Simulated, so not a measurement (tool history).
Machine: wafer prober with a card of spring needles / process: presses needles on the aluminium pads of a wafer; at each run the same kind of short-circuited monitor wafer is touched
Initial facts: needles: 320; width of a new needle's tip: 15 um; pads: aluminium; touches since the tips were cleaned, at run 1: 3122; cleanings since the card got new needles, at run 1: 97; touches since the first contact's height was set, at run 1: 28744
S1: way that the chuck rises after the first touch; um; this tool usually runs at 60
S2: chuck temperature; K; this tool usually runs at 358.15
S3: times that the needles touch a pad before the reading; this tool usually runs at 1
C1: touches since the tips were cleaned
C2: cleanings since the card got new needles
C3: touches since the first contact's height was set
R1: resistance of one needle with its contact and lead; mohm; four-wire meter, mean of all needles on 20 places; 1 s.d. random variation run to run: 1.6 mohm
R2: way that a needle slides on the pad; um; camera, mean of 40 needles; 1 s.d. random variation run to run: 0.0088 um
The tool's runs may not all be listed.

run	hour	S1	S2	S3	C1	C2	C3	R1	R2
1	0	60	358.15	1	3122	97	28744	328	15.317
# hour 13: tips cleaned on abrasive film
# hour 34: tips cleaned on abrasive film
2	48.3	60	358.15	1	6225	99	49752	363	15.302
# hour 52.2: tips cleaned on abrasive film
# hour 70.3: tips cleaned on abrasive film
# hour 91: tips cleaned on abrasive film
# hour 112: tips cleaned on abrasive film
3	121.9	66	358.15	1	4339	103	81764	313	16.803
# hour 134.3: tips cleaned on abrasive film
# hour 147.7: height of the first contact set anew
# hour 156.8: tips cleaned on abrasive film
4	166.1	60	321.15	1	4084	105	8025	358	15.352
# hour 175.3: tips cleaned on abrasive film
# hour 193.4: tips cleaned on abrasive film
# hour 216: tips cleaned on abrasive film
# hour 235.5: tips cleaned on abrasive film
5	235.5	60	310.15	1	0	109	38177	173	15.336
# hour 253.7: tips cleaned on abrasive film
# hour 274.7: tips cleaned on abrasive film
# hour 295.5: tips cleaned on abrasive film
6	307	60	358.15	1	5011	112	69296	366	15.289
# hour 315: tips cleaned on abrasive film
# hour 337.4: tips cleaned on abrasive film
# hour 355.6: tips cleaned on abrasive film
# hour 362.9: height of the first contact set anew
# hour 376.5: tips cleaned on abrasive film
7	387.4	60	358.15	1	4762	116	10675	348	15.346
# hour 396.5: tips cleaned on abrasive film
# hour 419.1: tips cleaned on abrasive film
# hour 440.6: tips cleaned on abrasive film, once more
# hour 460.5: tips cleaned on abrasive film
8	460.5	60	358.15	1	0	120	42447	179	15.313
# hour 481.2: tips cleaned on abrasive film
# hour 503.1: tips cleaned on abrasive film
9	503.8	60	358.15	1	294	122	61299	207	15.278
# hour 525.4: tips cleaned on abrasive film
# hour 546.2: tips cleaned on abrasive film
10	553.1	60	358.15	2	3028	124	82780	260	15.283
# hour 566.5: tips cleaned on abrasive film
# hour 575.8: height of the first contact set anew
# hour 589.4: tips cleaned on abrasive film
# hour 607.5: tips cleaned on abrasive film
# hour 627.2: tips cleaned on abrasive film
11	635.1	60	358.15	2	3460	128	25782	277	15.349
# hour 647.9: tips cleaned on abrasive film
# hour 669.5: tips cleaned on abrasive film
12	675.2	60	358.15	2	2499	130	43251	247	15.328
# hour 688.2: tips cleaned on abrasive film
# hour 710.4: tips cleaned on abrasive film
# hour 728.5: tips cleaned on abrasive film
13	738.8	60	358.15	2	4501	133	70924	286	15.297
# hour 749.9: tips cleaned on abrasive film
# hour 772.5: tips cleaned on abrasive film
14	784.2	60	358.15	2	5086	135	90653	285	15.252
# hour 789: height of the first contact set anew
# hour 793.6: tips cleaned on abrasive film
# hour 815.5: tips cleaned on abrasive film
# hour 838.1: tips cleaned on abrasive film
# hour 859.2: tips cleaned on abrasive film
15	866.9	51	350.15	2	3343	139	33871	319	13.022
# hour 879.9: tips cleaned on abrasive film
# hour 902: tips cleaned on abrasive film
# hour 922.5: tips cleaned on abrasive film
16	922.5	51	350.15	2	0	142	58058	167	13.009
# hour 940.6: tips cleaned on abrasive film
# hour 962.9: tips cleaned on abrasive film
17	980.3	51	350.15	2	7576	144	83232	349	12.977
# hour 984.9: tips cleaned on abrasive film
# hour 1001.7: height of the first contact set anew
# hour 1006.3: tips cleaned on abrasive film
18	1020.9	60	314.15	1	6385	146	8355	381	15.36
# hour 1025.5: tips cleaned on abrasive film
# hour 1043.7: tips cleaned on abrasive film
# hour 1061.8: tips cleaned on abrasive film
19	1066.6	42	358.15	1	2105	149	28198	441	10.708
# hour 1080.2: tips cleaned on abrasive film
# hour 1098.4: tips cleaned on abrasive film
20	1101.1	65	317.15	1	1212	151	43205	249	16.597
# hour 1119.3: tips cleaned on abrasive film
# hour 1140.8: tips cleaned on abrasive film
# hour 1158.9: tips cleaned on abrasive film
# hour 1177: tips cleaned on abrasive film
21	1180.3	60	355.15	2	1405	155	77615	228	15.254
# hour 1198: tips cleaned on abrasive film
22	1214.1	60	319.15	2	7032	156	92379	297	15.247
# hour 1218.7: tips cleaned on abrasive film
# hour 1219: height of the first contact set anew
# hour 1239.3: tips cleaned on abrasive film
# hour 1260.9: tips cleaned on abrasive film
23	1278.2	60	320.15	2	7602	159	25798	299	15.35
# hour 1282.8: tips cleaned on abrasive film
# hour 1301: tips cleaned on abrasive film
# hour 1322.5: tips cleaned on abrasive film
# hour 1345.1: tips cleaned on abrasive film
24	1357	60	318.15	1	5194	163	60048	377	15.325

What will run 25 give?
# hour 1365.2: tips cleaned on abrasive film
# hour 1386.7: tips cleaned on abrasive film
25	1401.6	60	329.15	1	6509	165	79474	?	?

{"run 25": {"R1": 392, "R2": 15.278}}
Minus the tool's unlogged condition, the same run would have read R1 149 mohm, R2 15.363 um.
